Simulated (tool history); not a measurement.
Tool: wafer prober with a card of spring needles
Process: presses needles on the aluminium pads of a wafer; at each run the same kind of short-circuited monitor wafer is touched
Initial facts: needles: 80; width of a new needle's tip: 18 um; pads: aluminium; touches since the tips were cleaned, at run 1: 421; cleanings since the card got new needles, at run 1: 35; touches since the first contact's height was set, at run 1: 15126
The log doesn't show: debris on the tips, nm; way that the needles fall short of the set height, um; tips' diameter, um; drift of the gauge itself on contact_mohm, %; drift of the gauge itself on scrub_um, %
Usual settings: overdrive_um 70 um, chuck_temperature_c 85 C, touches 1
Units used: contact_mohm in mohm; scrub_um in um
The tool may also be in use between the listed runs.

run     day  overdrive_um  chuck_temperature_c  touches  touches since the tips were cleaned  cleanings since the card got new needles  touches since the first contact's height was set  contact_mohm  scrub_um
  1       0            70                   85        1                                  421                                        35                                             15126           139     18.96
      0.146  -- tips cleaned on abrasive film
      0.292  -- tips cleaned on abrasive film
      0.471  -- tips cleaned on abrasive film
      0.617  -- tips cleaned on abrasive film
      0.796  -- tips cleaned on abrasive film
      0.975  -- tips cleaned on abrasive film
      1.121  -- tips cleaned on abrasive film
      1.267  -- tips cleaned on abrasive film
      1.412  -- tips cleaned on abrasive film
  2   1.546            70                   85        1                                 2381                                        44                                             41402           180     18.69
      1.588  -- tips cleaned on abrasive film
      1.733  -- tips cleaned on abrasive film
      1.875  -- tips cleaned on abrasive film
      2.021  -- tips cleaned on abrasive film
        2.2  -- tips cleaned on abrasive film
      2.383  -- tips cleaned on abrasive film
      2.529  -- tips cleaned on abrasive film
      2.671  -- tips cleaned on abrasive film
  3   2.779            70                   85        1                                 1890                                        52                                             62286           166     18.58
      2.821  -- tips cleaned on abrasive film
      2.967  -- tips cleaned on abrasive film
      3.146  -- tips cleaned on abrasive film
      3.292  -- tips cleaned on abrasive film
      3.471  -- tips cleaned on abrasive film
  4   3.588            70                   85        1                                 2028                                        57                                             75953           181     18.39
      3.625  -- tips cleaned on abrasive film
      3.771  -- tips cleaned on abrasive film
      3.917  -- tips cleaned on abrasive film
      3.929  -- height of the first contact set anew
      4.075  -- tips cleaned on abrasive film
      4.221  -- tips cleaned on abrasive film
        4.4  -- tips cleaned on abrasive film
      4.546  -- tips cleaned on abrasive film
  5   4.646            70                   85        1                                 1747                                        64                                             12163           165     18.98
      4.721  -- tips cleaned on abrasive film
      4.862  -- tips cleaned on abrasive film
      5.008  -- tips cleaned on abrasive film
      5.188  -- tips cleaned on abrasive film
      5.371  -- tips cleaned on abrasive film
      5.512  -- tips cleaned on abrasive film
  6   5.529            70                   85        2                                  252                                        70                                             27120           128     18.86
      5.675  -- tips cleaned on abrasive film
      5.821  -- tips cleaned on abrasive film
      5.962  -- tips cleaned on abrasive film
      6.108  -- tips cleaned on abrasive film
      6.288  -- tips cleaned on abrasive film
      6.433  -- tips cleaned on abrasive film
  7   6.458            70                   85        2                                  385                                        76                                             42823           135     18.65
        6.6  -- tips cleaned on abrasive film
      6.746  -- tips cleaned on abrasive film
      6.925  -- tips cleaned on abrasive film
      7.108  -- tips cleaned on abrasive film
       7.25  -- tips cleaned on abrasive film
      7.396  -- tips cleaned on abrasive film
      7.575  -- tips cleaned on abrasive film
      7.721  -- tips cleaned on abrasive film
  8   7.829            70                   85        2                                 1853                                        84                                             66121           155     18.55
      7.867  -- tips cleaned on abrasive film
      8.046  -- tips cleaned on abrasive film
      8.192  -- tips cleaned on abrasive film
      8.338  -- tips cleaned on abrasive film
      8.517  -- tips cleaned on abrasive film
      8.662  -- tips cleaned on abrasive film
      8.746  -- height of the first contact set anew
      8.854  -- tips cleaned on abrasive film
  9   8.992            70                   28        2                                 2387                                        91                                              4224           155     19.15
      9.033  -- tips cleaned on abrasive film
      9.179  -- tips cleaned on abrasive film
      9.321  -- tips cleaned on abrasive film
      9.504  -- tips cleaned on abrasive film
      9.646  -- tips cleaned on abrasive film
      9.792  -- tips cleaned on abrasive film
 10   9.908            70                   28        2                                 2027                                        97                                             19731           145     18.95
       9.95  -- tips cleaned on abrasive film
     10.092  -- tips cleaned on abrasive film
     10.238  -- tips cleaned on abrasive film
     10.417  -- tips cleaned on abrasive film
     10.562  -- tips cleaned on abrasive film
 11    10.6            70                   93        1                                  651                                       102                                             31409           152     18.83
     10.712  -- tips cleaned on abrasive film
     10.854  -- tips cleaned on abrasive film
         11  -- tips cleaned on abrasive film
     11.146  -- tips cleaned on abrasive film
     11.292  -- tips cleaned on abrasive film
     11.438  -- tips cleaned on abrasive film
     11.617  -- tips cleaned on abrasive film
     11.762  -- tips cleaned on abrasive film
 12  11.888            70                   30        3                                 2218                                       110                                             53237           137     18.63
     11.929  -- tips cleaned on abrasive film
     12.108  -- tips cleaned on abrasive film
     12.254  -- tips cleaned on abrasive film
     12.396  -- tips cleaned on abrasive film
     12.542  -- tips cleaned on abrasive film
     12.725  -- tips cleaned on abrasive film
 13  12.812            70                   69        3                                 1574                                       116                                             68903           141     18.54
     12.888  -- tips cleaned on abrasive film
     13.033  -- tips cleaned on abrasive film
     13.179  -- tips cleaned on abrasive film
     13.325  -- tips cleaned on abrasive film
     13.504  -- tips cleaned on abrasive film
     13.588  -- height of the first contact set anew
     13.662  -- tips cleaned on abrasive film
     13.842  -- tips cleaned on abrasive film
     14.021  -- tips cleaned on abrasive film
 14  14.075            60                   85        2                                  966                                       124                                              8318           160     16.28
     14.188  -- tips cleaned on abrasive film
     14.333  -- tips cleaned on abrasive film
     14.475  -- tips cleaned on abrasive film
     14.658  -- tips cleaned on abrasive film
       14.8  -- tips cleaned on abrasive film
     14.983  -- tips cleaned on abrasive film
     15.129  -- tips cleaned on abrasive film
 15  15.154            52                   85        2                                  504                                       131                                             26591           149     13.82
       15.3  -- tips cleaned on abrasive film
     15.446  -- tips cleaned on abrasive film
     15.625  -- tips cleaned on abrasive film
     15.808  -- tips cleaned on abrasive film
      15.95  -- tips cleaned on abrasive film
     16.096  -- tips cleaned on abrasive film
     16.275  -- tips cleaned on abrasive film
     16.458  -- tips cleaned on abrasive film
       16.6  -- tips cleaned on abrasive film
 16  16.612            70                   70        2                                  183                                       140                                             51282           131     18.69
     16.758  -- tips cleaned on abrasive film
     16.904  -- tips cleaned on abrasive film
     17.046  -- tips cleaned on abrasive film
     17.229  -- tips cleaned on abrasive film
 17  17.288            70                   89        2                                 1074                                       144                                             62774           151     18.49
       17.4  -- tips cleaned on abrasive film
     17.546  -- tips cleaned on abrasive film
     17.725  -- tips cleaned on abrasive film
     17.871  -- tips cleaned on abrasive film
     18.012  -- tips cleaned on abrasive film
     18.196  -- tips cleaned on abrasive film
 18    18.3            60                   53        2                                 1857                                       150                                             79948           170     15.62
     18.342  -- tips cleaned on abrasive film
     18.425  -- height of the first contact set anew
     18.496  -- tips cleaned on abrasive film
     18.642  -- tips cleaned on abrasive film
     18.825  -- tips cleaned on abrasive film
     19.004  -- tips cleaned on abrasive film
 19  19.079            60                   53        2                                 1290                                       155                                             11092           162     16.28
     19.154  -- tips cleaned on abrasive film
     19.333  -- tips cleaned on abrasive film
     19.479  -- tips cleaned on abrasive film
     19.621  -- tips cleaned on abrasive film
     19.804  -- tips cleaned on abrasive film
     19.983  -- tips cleaned on abrasive film
     20.129  -- tips cleaned on abrasive film
     20.308  -- tips cleaned on abrasive film
     20.454  -- tips cleaned on abrasive film
 20  20.521            70                  125        1                                 1154                                       164                                             35532           172     18.77
     20.629  -- tips cleaned on abrasive film
     20.808  -- tips cleaned on abrasive film
     20.988  -- tips cleaned on abrasive film
     21.133  -- tips cleaned on abrasive film
     21.317  -- tips cleaned on abrasive film
     21.458  -- tips cleaned on abrasive film
     21.642  -- tips cleaned on abrasive film
     21.821  -- tips cleaned on abrasive film
         22  -- tips cleaned on abrasive film
 21  22.008            70                   94        2                                  111                                       173                                             60764           136     18.56

What would each run have given without the hidden state, its run-to-run variation left as it was?
run  contact_mohm  scrub_um
  1           123     19.11
  2           123     19.07
  3           123     19.15
  4           124     19.09
  5           123     19.09
  6           120     19.12
  7           125     19.08
  8           123     19.17
  9           116     19.17
 10           114     19.11
 11           124     19.11
 12           112      19.1
 13           120     19.18
 14           128     16.36
 15           126      14.1
 16           119     19.18
 17           123     19.08
 18           119     16.35
 19           120     16.36
 20           127     19.09
 21           124      19.1
